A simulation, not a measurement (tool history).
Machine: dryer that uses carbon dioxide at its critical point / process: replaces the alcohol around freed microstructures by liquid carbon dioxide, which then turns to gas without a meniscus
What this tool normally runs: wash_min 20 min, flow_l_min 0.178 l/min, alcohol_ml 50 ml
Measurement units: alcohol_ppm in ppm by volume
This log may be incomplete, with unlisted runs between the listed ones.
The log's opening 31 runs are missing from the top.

run     day  wash_min  flow_l_min  alcohol_ml  hours of work since the filter was changed  hours of work since the purifier's bed was changed  alcohol_ppm
 32  14.062        21       0.161          49                                         189                                                 520         1146
     14.312  -- inlet filter changed
 33  14.608        23       0.116          44                                           4                                                 527         1626
 34  15.050        23       0.116          44                                          11                                                 534         1646
 35  15.446        23       0.116          44                                          17                                                 540         1642
 36  15.783        23       0.116          44                                          22                                                 545         1682
 37  16.379        14       0.116          20                                          31                                                 554         3638
 38  16.650        14       0.116          20                                          35                                                 558         3687
 39  17.075        30       0.165          69                                          41                                                 564          220
 40  17.392        20       0.164          50                                          46                                                 569          956
 41  17.896        20       0.164          50                                          53                                                 576          977
 42  18.183        20       0.226          96                                          57                                                 581          393
 43  18.771        12       0.178          25                                          66                                                 589         2442
 44  19.346        17       0.276         111                                          75                                                 598          402
 45  19.988        17       0.276         111                                          84                                                 607          401
 46  20.467        17       0.276         111                                          91                                                 614          419
 47  21.042        17       0.276         111                                         100                                                 623          428

4 options for the next run, each taken on its own from the tool as it stands now. Forecast them:
  A  21.454        23       0.118         111                                         106                                                 629            ?
  B  21.454        17       0.276          60                                         106                                                 629            ?
  C  21.454        20       0.158          50                                         106                                                 629            ?
  D  21.454        13       0.269          72                                         106                                                 629            ?

run  alcohol_ppm
  A         4746
  B          313
  C         1229
  D         1188
Take away the tool's hidden state, keep each run's random variation, and the runs would have read:
run  alcohol_ppm
  A         3498
  B          108
  C          791
  D          740
